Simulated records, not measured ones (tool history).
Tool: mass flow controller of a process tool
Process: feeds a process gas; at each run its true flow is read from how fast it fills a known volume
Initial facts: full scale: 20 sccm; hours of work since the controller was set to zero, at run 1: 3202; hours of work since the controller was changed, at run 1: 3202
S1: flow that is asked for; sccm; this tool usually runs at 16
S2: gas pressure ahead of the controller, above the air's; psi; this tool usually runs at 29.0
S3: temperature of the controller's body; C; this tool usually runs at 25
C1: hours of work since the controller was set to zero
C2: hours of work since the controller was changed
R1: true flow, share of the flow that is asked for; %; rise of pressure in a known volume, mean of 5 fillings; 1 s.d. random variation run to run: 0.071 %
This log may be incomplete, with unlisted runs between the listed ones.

run     hour  S1    S2  S3    C1    C2      R1
  1      0.0  16  29.0  25  3202  3202   99.75
  2    488.5  16  29.0  25  3436  3436   99.71
  3   1024.8  16  29.0  25  3694  3694   99.86
  4   1393.6  16  29.0  25  3871  3871   99.94
  5   1919.8  16  29.0  25  4124  4124   99.87
  6   2424.5  16  22.6  25  4366  4366   99.91
  7   2918.1  16  22.6  25  4603  4603   99.92
  8   3161.4   3  29.0  25  4720  4720   99.27
  9   3560.6  16  29.0  25  4912  4912  100.22
 10   3967.2  16  29.0  25  5107  5107  100.38
 11   4385.4  16  29.0  25  5308  5308  100.37
 12   4804.6  16  21.3  25  5509  5509  100.20
 13   5216.2  16  21.3  25  5707  5707  100.31
 14   5756.3  16  21.3  25  5967  5967  100.34
 15   6324.7   5  38.6  25  6240  6240   99.95
 16   6751.8   5  38.6  25  6445  6445  100.05
 17   7060.3  14  38.6  25  6593  6593  100.70
 18   7449.6   3  23.8  25  6780  6780   99.70
 19   7957.3   3  29.0  25  7024  7024   99.98
 20   8416.9  10  38.9  37  7244  7244  101.79
      8504.3  -- controller's zero set anew
 21   8819.4  10  38.9  37   151  7438  101.83
 22   9154.8  10  32.8  22   312  7599  100.38
 23   9441.8   3  29.0  25   450  7737  100.18
 24   9856.5   3  29.0  25   649  7936  100.12
 25  10318.8   3  29.0  25   872  8158  100.28
 26  10830.1  16  36.3  20  1117  8403  100.92
 27  11254.8  16  20.7  25  1321  8607  101.18

Below are 3 alternative next runs, each starting from the tool's condition after run 27. Predict each:
  A  11621.1  16  34.7  25  1497  8783   ?
  B  11621.1  16  24.4  25  1497  8783   ?
  C  11621.1   4  37.4  25  1497  8783   ?

run      R1
  A  101.43
  B  101.44
  C  100.61
Stripped of hidden state, with their random variation kept, the same runs would have yielded:
run     R1
  A  99.77
  B  99.78
  C  98.96
